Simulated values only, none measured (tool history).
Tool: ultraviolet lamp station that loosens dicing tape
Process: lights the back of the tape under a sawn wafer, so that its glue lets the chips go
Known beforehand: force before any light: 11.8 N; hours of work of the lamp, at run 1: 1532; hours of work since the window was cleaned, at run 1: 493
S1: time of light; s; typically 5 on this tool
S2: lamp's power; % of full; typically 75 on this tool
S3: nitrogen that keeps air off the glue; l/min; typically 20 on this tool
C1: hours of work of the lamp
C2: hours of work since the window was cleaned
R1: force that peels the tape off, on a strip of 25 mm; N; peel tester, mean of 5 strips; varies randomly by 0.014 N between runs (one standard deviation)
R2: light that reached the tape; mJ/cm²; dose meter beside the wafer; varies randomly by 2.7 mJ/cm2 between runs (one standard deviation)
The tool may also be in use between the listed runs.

run,hour,S1,S2,S3,C1,C2,R1,R2
1,0.0,5,75,20,1532,493,1.569,252
# hour 33.6: window cleaned of glue's vapour
2,41.7,5,75,20,1559,5,1.803,234
3,88.2,5,75,20,1589,36,1.841,230
4,138.2,5,75,20,1622,69,1.874,226
5,173.3,5,75,20,1645,92,1.882,227
6,215.0,5,75,20,1672,119,1.862,224
7,265.6,5,75,20,1705,152,1.939,219
# hour 297.2: window cleaned of glue's vapour, once more
8,312.1,5,75,30,1736,10,1.073,272
9,352.8,5,75,18,1762,36,1.466,268
# hour 366.7: lamp changed
10,422.6,5,72,20,37,82,0.781,345
11,470.3,5,72,20,68,113,0.816,342
12,505.0,5,72,20,91,136,0.854,336
13,547.0,5,72,20,118,163,0.854,335
14,621.5,3,72,20,167,212,2.388,199
15,666.7,6,75,32,197,242,0.389,408
16,733.5,5,96,12,240,285,0.646,425
17,815.8,8,75,20,294,339,0.268,521
18,893.2,3,75,29,345,390,2.126,186
19,949.7,7,74,20,382,427,0.430,431
20,1029.1,5,75,7,434,479,1.852,302
# hour 1085.7: window cleaned of glue's vapour
21,1087.3,2,75,20,472,1,3.831,137
22,1148.4,2,75,20,512,41,3.826,134
23,1217.5,5,84,12,557,86,0.888,374
24,1276.1,5,84,12,596,125,0.914,370
25,1353.0,6,75,36,646,175,0.437,381

4 options for the next run, each taken on its own from the tool as it stands now. Forecast them:
A,1421.0,3,63,23,691,220,?,?
B,1421.0,7,75,36,691,220,?,?
C,1421.0,5,99,20,691,220,?,?
D,1421.0,3,74,29,691,220,?,?

run,R1,R2
A,3.066,158
B,0.283,443
C,0.481,415
D,2.299,188
Stripped of hidden state, with their random variation kept, the same runs would have yielded:
run,R1,R2
A,2.451,185
B,0.190,519
C,0.314,487
D,1.752,220

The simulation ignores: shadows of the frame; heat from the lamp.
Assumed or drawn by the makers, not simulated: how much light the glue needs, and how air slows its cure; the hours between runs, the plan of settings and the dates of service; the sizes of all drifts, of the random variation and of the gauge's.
